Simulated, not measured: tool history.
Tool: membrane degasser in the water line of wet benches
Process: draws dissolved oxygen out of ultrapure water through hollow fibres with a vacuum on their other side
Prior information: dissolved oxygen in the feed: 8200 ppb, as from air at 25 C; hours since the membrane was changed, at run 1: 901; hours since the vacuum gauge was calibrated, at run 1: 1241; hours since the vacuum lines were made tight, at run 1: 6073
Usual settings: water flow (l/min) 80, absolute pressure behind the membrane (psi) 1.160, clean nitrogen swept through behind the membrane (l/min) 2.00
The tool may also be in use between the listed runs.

| run | hour | water flow (l/min) | absolute pressure behind the membrane (psi) | clean nitrogen swept through behind the membrane (l/min) | hours since the membrane was changed | hours since the vacuum gauge was calibrated | hours since the vacuum lines were made tight | dissolved oxygen in the water behind the degasser (ppb) | pressure that the water loses in the fibres (psi) |
|---|---|---|---|---|---|---|---|---|---|
| 1 | 0.0 | 80 | 1.160 | 2.00 | 901 | 1241 | 6073 | 387.4 | 6.393 |
| 2 | 44.9 | 80 | 1.160 | 2.00 | 946 | 1286 | 6118 | 386.0 | 6.338 |
| 3 | 102.8 | 80 | 1.160 | 5.88 | 1004 | 1344 | 6176 | 161.4 | 6.374 |
| 4 | 143.7 | 80 | 1.160 | 5.88 | 1045 | 1385 | 6217 | 162.4 | 6.390 |
| 5 | 170.0 | 80 | 1.160 | 5.88 | 1071 | 1411 | 6243 | 161.5 | 6.392 |
| 6 | 199.8 | 80 | 1.160 | 5.88 | 1101 | 1441 | 6273 | 162.8 | 6.372 |
| 7 | 246.0 | 80 | 1.160 | 5.88 | 1147 | 1487 | 6319 | 163.1 | 6.419 |
| 8 | 282.9 | 80 | 1.160 | 5.88 | 1184 | 1524 | 6356 | 161.6 | 6.401 |
| 9 | 315.1 | 80 | 1.160 | 5.88 | 1216 | 1556 | 6388 | 160.9 | 6.422 |
| 10 | 371.6 | 80 | 1.160 | 5.88 | 1273 | 1613 | 6445 | 162.7 | 6.331 |
| 11 | 429.3 | 80 | 1.160 | 5.88 | 1330 | 1671 | 6502 | 163.2 | 6.409 |
| 12 | 489.2 | 80 | 1.160 | 5.88 | 1390 | 1730 | 6562 | 163.0 | 6.396 |
| 13 | 533.3 | 80 | 1.160 | 5.88 | 1434 | 1775 | 6606 | 163.4 | 6.380 |
| 14 | 571.8 | 59 | 1.680 | 4.54 | 1473 | 1813 | 6645 | 248.5 | 4.683 |
| 15 | 613.0 | 80 | 2.289 | 3.65 | 1514 | 1854 | 6686 | 588.2 | 6.353 |
| 16 | 675.9 | 115 | 1.160 | 1.50 | 1577 | 1917 | 6749 | 645.5 | 9.237 |
| 17 | 712.9 | 115 | 1.160 | 1.50 | 1614 | 1954 | 6786 | 649.8 | 9.207 |
| 18 | 756.4 | 115 | 1.160 | 1.50 | 1657 | 1998 | 6829 | 644.9 | 9.178 |
| 19 | 811.1 | 115 | 1.160 | 1.50 | 1712 | 2052 | 6884 | 648.0 | 9.201 |
| 20 | 872.7 | 121 | 2.260 | 2.03 | 1774 | 2114 | 6946 | 1267.2 | 9.677 |
| 21 | 914.1 | 118 | 0.825 | 2.08 | 1815 | 2155 | 6987 | 319.4 | 9.422 |
| 22 | 971.5 | 114 | 1.378 | 1.46 | 1872 | 2213 | 7044 | 830.8 | 9.134 |
| 23 | 1029.2 | 114 | 1.378 | 1.46 | 1930 | 2270 | 7102 | 826.9 | 9.159 |
| 24 | 1057.7 | 114 | 1.378 | 1.46 | 1959 | 2299 | 7131 | 818.5 | 9.132 |
| 25 | 1086.4 | 114 | 1.378 | 1.46 | 1987 | 2328 | 7159 | 829.0 | 9.059 |
| 26 | 1118.4 | 72 | 2.216 | 2.71 | 2019 | 2360 | 7191 | 653.3 | 5.743 |

3 ways to go on from here, each from the tool as it stands after run 26. What would each give?
| A | 1154.2 | 93 | 2.235 | 4.80 | 2055 | 2395 | 7227 | ? | ? |
| B | 1154.2 | 80 | 1.160 | 0.93 | 2055 | 2395 | 7227 | ? | ? |
| C | 1154.2 | 53 | 2.216 | 2.71 | 2055 | 2395 | 7227 | ? | ? |

| run | dissolved oxygen in the water behind the degasser (ppb) | pressure that the water loses in the fibres (psi) |
|---|---|---|
| A | 525.5 | 7.461 |
| B | 653.1 | 6.421 |
| C | 499.4 | 4.283 |
With the hidden condition removed and each run's random variation left untouched, the same runs would have given:
| run | dissolved oxygen in the water behind the degasser (ppb) | pressure that the water loses in the fibres (psi) |
|---|---|---|
| A | 521.5 | 7.377 |
| B | 649.5 | 6.347 |
| C | 496.0 | 4.235 |
